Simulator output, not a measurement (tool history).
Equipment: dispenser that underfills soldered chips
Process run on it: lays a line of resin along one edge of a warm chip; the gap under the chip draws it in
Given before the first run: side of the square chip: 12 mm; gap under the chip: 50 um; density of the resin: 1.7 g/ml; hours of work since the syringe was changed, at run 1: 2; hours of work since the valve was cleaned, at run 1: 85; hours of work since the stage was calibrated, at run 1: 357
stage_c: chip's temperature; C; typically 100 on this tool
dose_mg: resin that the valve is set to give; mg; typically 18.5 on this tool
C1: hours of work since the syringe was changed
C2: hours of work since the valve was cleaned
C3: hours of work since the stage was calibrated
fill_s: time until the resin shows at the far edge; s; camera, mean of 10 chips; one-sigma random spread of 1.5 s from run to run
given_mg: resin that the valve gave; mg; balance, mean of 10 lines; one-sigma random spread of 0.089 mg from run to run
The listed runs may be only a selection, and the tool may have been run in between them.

run 1 day=0.000 | stage_c=100 dose_mg=18.5 | C1=2 C2=85 C3=357 | fill_s=155.5 given_mg=17.01
run 2 day=0.500 | stage_c=100 dose_mg=18.5 | C1=11 C2=93 C3=365 | fill_s=209.0 given_mg=16.74
-- day=0.600 new syringe of resin
run 3 day=1.000 | stage_c=100 dose_mg=18.5 | C1=7 C2=101 C3=373 | fill_s=178.5 given_mg=16.86
-- day=1.312 new syringe of resin
run 4 day=1.312 | stage_c=100 dose_mg=18.5 | C1=0 C2=107 C3=378 | fill_s=144.1 given_mg=16.53
run 5 day=1.729 | stage_c=94 dose_mg=18.5 | C1=7 C2=114 C3=386 | fill_s=212.7 given_mg=16.57
-- day=2.042 new syringe of resin
run 6 day=2.062 | stage_c=94 dose_mg=18.5 | C1=0 C2=119 C3=391 | fill_s=171.6 given_mg=16.42
-- day=2.333 dispensing valve cleaned and set on the balance
run 7 day=2.542 | stage_c=102 dose_mg=18.5 | C1=8 C2=4 C3=399 | fill_s=171.0 given_mg=18.32
-- day=2.829 new syringe of resin
run 8 day=3.046 | stage_c=100 dose_mg=18.5 | C1=4 C2=12 C3=407 | fill_s=160.3 given_mg=18.21
-- day=3.550 new syringe of resin
run 9 day=3.554 | stage_c=100 dose_mg=17.3 | C1=0 C2=20 C3=415 | fill_s=143.7 given_mg=16.85
run 10 day=4.112 | stage_c=100 dose_mg=17.3 | C1=10 C2=30 C3=425 | fill_s=198.8 given_mg=16.76
-- day=4.283 new syringe of resin
run 11 day=4.446 | stage_c=100 dose_mg=18.5 | C1=3 C2=35 C3=430 | fill_s=156.9 given_mg=17.83
run 12 day=4.725 | stage_c=100 dose_mg=18.5 | C1=8 C2=40 C3=435 | fill_s=185.8 given_mg=17.69
-- day=4.992 new syringe of resin
run 13 day=5.175 | stage_c=100 dose_mg=18.5 | C1=3 C2=48 C3=442 | fill_s=159.5 given_mg=17.50
-- day=5.721 new syringe of resin
run 14 day=5.721 | stage_c=100 dose_mg=18.5 | C1=0 C2=57 C3=452 | fill_s=143.5 given_mg=17.45
run 15 day=6.029 | stage_c=100 dose_mg=19.6 | C1=5 C2=62 C3=457 | fill_s=169.1 given_mg=18.46
-- day=6.446 new syringe of resin
run 16 day=6.542 | stage_c=96 dose_mg=18.5 | C1=2 C2=70 C3=465 | fill_s=167.8 given_mg=17.17
run 17 day=6.896 | stage_c=112 dose_mg=18.5 | C1=8 C2=76 C3=471 | fill_s=134.2 given_mg=17.31
-- day=7.183 new syringe of resin
run 18 day=7.321 | stage_c=97 dose_mg=23.9 | C1=2 C2=83 C3=478 | fill_s=160.8 given_mg=22.02
run 19 day=7.654 | stage_c=105 dose_mg=17.6 | C1=8 C2=89 C3=484 | fill_s=166.7 given_mg=16.12
-- day=7.908 new syringe of resin
run 20 day=8.204 | stage_c=105 dose_mg=17.6 | C1=5 C2=98 C3=493 | fill_s=150.8 given_mg=15.88
-- day=8.625 new syringe of resin
run 21 day=8.800 | stage_c=90 dose_mg=23.3 | C1=3 C2=108 C3=503 | fill_s=195.0 given_mg=20.93

Estimate the outcome of run 22 from the log above:
run 22 day=9.262 | stage_c=89 dose_mg=15.8 | C1=11 C2=116 C3=511 | fill_s=? given_mg=?

{"run 22": {"fill_s": 286.9, "given_mg": 13.98}}
With the hidden condition absent and the run-to-run variation left alone, this run would have shown fill_s 205.7 s, given_mg 15.71 mg.
